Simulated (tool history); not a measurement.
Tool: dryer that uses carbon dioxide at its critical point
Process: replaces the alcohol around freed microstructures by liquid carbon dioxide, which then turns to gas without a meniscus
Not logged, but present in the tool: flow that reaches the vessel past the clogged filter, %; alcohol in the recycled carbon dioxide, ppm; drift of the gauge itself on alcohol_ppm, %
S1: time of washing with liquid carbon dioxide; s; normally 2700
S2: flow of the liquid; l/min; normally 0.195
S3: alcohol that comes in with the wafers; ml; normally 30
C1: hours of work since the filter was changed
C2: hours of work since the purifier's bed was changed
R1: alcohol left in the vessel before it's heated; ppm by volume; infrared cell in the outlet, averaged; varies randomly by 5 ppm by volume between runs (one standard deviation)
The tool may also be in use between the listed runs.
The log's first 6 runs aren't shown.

| run | hour | S1 | S2 | S3 | C1 | C2 | R1 |
|---|---|---|---|---|---|---|---|
| 7 | 111.3 | 3960 | 0.195 | 30 | 187 | 317 | 96 |
| 8 | 135.6 | 3960 | 0.195 | 30 | 196 | 327 | 93 |
| 9 | 148.2 | 3960 | 0.195 | 30 | 201 | 331 | 102 |
| 10 | 159.7 | 1680 | 0.195 | 30 | 206 | 336 | 370 |
| 11 | 174.9 | 1680 | 0.195 | 30 | 211 | 341 | 369 |
| 12 | 188.4 | 1680 | 0.195 | 30 | 216 | 346 | 385 |
| 13 | 209.5 | 1680 | 0.195 | 71 | 224 | 354 | 762 |
| 14 | 227.2 | 2700 | 0.195 | 30 | 231 | 361 | 113 |
| 15 | 242.2 | 2700 | 0.195 | 30 | 237 | 367 | 129 |
| 16 | 259.0 | 2700 | 0.195 | 39 | 243 | 373 | 136 |
| 17 | 280.5 | 2220 | 0.195 | 30 | 251 | 381 | 180 |
| 18 | 300.2 | 2220 | 0.195 | 30 | 258 | 389 | 176 |
| 19 | 319.1 | 2220 | 0.195 | 30 | 266 | 396 | 191 |
| 20 | 339.5 | 2700 | 0.195 | 56 | 273 | 403 | 152 |
| 21 | 357.2 | 2700 | 0.228 | 56 | 280 | 410 | 132 |
| 22 | 379.1 | 2700 | 0.176 | 30 | 288 | 418 | 172 |
| 23 | 402.9 | 2700 | 0.195 | 30 | 297 | 427 | 156 |
| 24 | 420.6 | 2700 | 0.195 | 30 | 304 | 434 | 152 |
| 25 | 436.2 | 1800 | 0.126 | 30 | 310 | 440 | 1398 |
| 26 | 447.1 | 2160 | 0.163 | 30 | 314 | 444 | 371 |
| 27 | 460.7 | 2160 | 0.163 | 30 | 319 | 449 | 354 |
| 28 | 475.8 | 3360 | 0.239 | 94 | 325 | 455 | 139 |
| 29 | 497.2 | 3360 | 0.239 | 53 | 333 | 463 | 141 |
| 30 | 520.0 | 2580 | 0.288 | 74 | 341 | 471 | 147 |
| 31 | 540.3 | 2580 | 0.288 | 74 | 349 | 479 | 151 |

Estimate the outcome of run 32 from the log above:
| 32 | 553.4 | 3420 | 0.250 | 30 | 354 | 484 | ? |

Run 32 yielded R1 141 ppm by volume.
The same run, on a tool lacking any hidden state, would have yielded R1 5 ppm by volume.
